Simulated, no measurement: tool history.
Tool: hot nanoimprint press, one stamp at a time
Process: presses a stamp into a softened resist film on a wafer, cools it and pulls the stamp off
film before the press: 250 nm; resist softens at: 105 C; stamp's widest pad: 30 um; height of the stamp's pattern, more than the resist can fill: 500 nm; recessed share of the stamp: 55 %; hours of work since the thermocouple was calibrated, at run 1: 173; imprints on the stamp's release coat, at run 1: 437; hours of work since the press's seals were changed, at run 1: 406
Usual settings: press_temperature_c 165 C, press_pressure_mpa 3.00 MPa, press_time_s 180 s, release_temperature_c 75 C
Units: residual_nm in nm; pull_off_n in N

run	day	press_temperature_c	press_pressure_mpa	press_time_s	release_temperature_c	hours of work since the thermocouple was calibrated	imprints on the stamp's release coat	hours of work since the press's seals were changed	residual_nm	pull_off_n
1	0.000	165	3.00	180	75	173	437	406	124.0	224
2	2.483	165	3.00	180	75	200	565	433	123.4	226
3	4.000	165	3.00	180	75	217	643	449	125.1	226
4	6.117	165	3.00	180	75	240	752	472	124.8	234
5	8.529	165	3.00	180	75	266	877	498	123.4	230
6	9.633	165	3.00	180	75	278	934	510	124.9	234
7	11.383	165	3.00	180	75	297	1024	529	125.7	239
# day 13.412: stamp cleaned and given a new release coat
8	14.267	165	2.35	180	75	325	44	558	137.5	223
9	16.842	165	2.35	180	75	353	177	586	138.4	223
10	19.321	165	2.35	180	75	380	305	612	137.1	225
11	21.029	157	3.00	180	75	399	393	631	179.8	227
12	22.400	157	3.00	180	75	414	463	646	178.6	234
13	24.121	165	2.02	180	75	432	552	664	148.1	233
14	25.838	167	2.02	180	75	451	641	683	137.2	238
# day 27.029: plate thermocouple calibrated
15	27.600	167	2.02	125	75	6	725	701	150.3	236
# day 30.196: press's hydraulic seals changed and the load cell set to zero
16	30.508	167	2.02	357	75	34	858	3	107.0	234
17	31.892	165	3.61	180	75	49	930	18	113.9	232
18	34.004	165	3.61	180	75	72	1039	41	113.0	233
# day 35.850: stamp cleaned and given a new release coat
19	35.933	165	3.61	180	75	90	4	59	114.7	228
20	37.858	165	3.61	180	75	111	103	80	113.2	231
21	39.362	171	4.15	180	75	127	181	97	75.9	228
22	40.917	171	4.15	180	75	144	261	113	77.1	226
23	42.900	165	2.44	141	75	166	364	135	146.5	236
24	45.500	162	1.93	114	72	194	498	163	188.9	251
25	48.079	162	1.93	114	72	222	631	191	190.6	249
26	50.508	162	1.93	114	72	248	756	217	187.0	252
27	52.875	174	3.00	234	75	274	878	243	68.4	231
28	54.567	174	3.00	234	75	292	966	261	70.2	231
29	56.033	174	2.27	234	67	308	1041	277	83.3	286

Hidden state at the last listed run before each entry between runs and at the first one after, where it differs:
Between runs 7 and 8: stamp cleaned and given a new release coat (day 13.412)
  true temperature over the reading, C: -0.06 -> -0.07; pressure that arrives at the usual setting, %: 99.83 -> 99.82; grip of the stamp's worn release coat, % over a new coat's: 0.9 -> 0
Between runs 14 and 15: plate thermocouple calibrated (day 27.029)
  true temperature over the reading, C: -0.09 -> 0.01; grip of the stamp's worn release coat, % over a new coat's: 0.5 -> 0.6
Between runs 15 and 16: press's hydraulic seals changed and the load cell set to zero (day 30.196)
  pressure that arrives at the usual setting, %: 99.78 -> 99.97; grip of the stamp's worn release coat, % over a new coat's: 0.6 -> 0.7
Between runs 18 and 19: stamp cleaned and given a new release coat (day 35.850)
  true temperature over the reading, C: 0 -> -0.01; grip of the stamp's worn release coat, % over a new coat's: 0.9 -> 0

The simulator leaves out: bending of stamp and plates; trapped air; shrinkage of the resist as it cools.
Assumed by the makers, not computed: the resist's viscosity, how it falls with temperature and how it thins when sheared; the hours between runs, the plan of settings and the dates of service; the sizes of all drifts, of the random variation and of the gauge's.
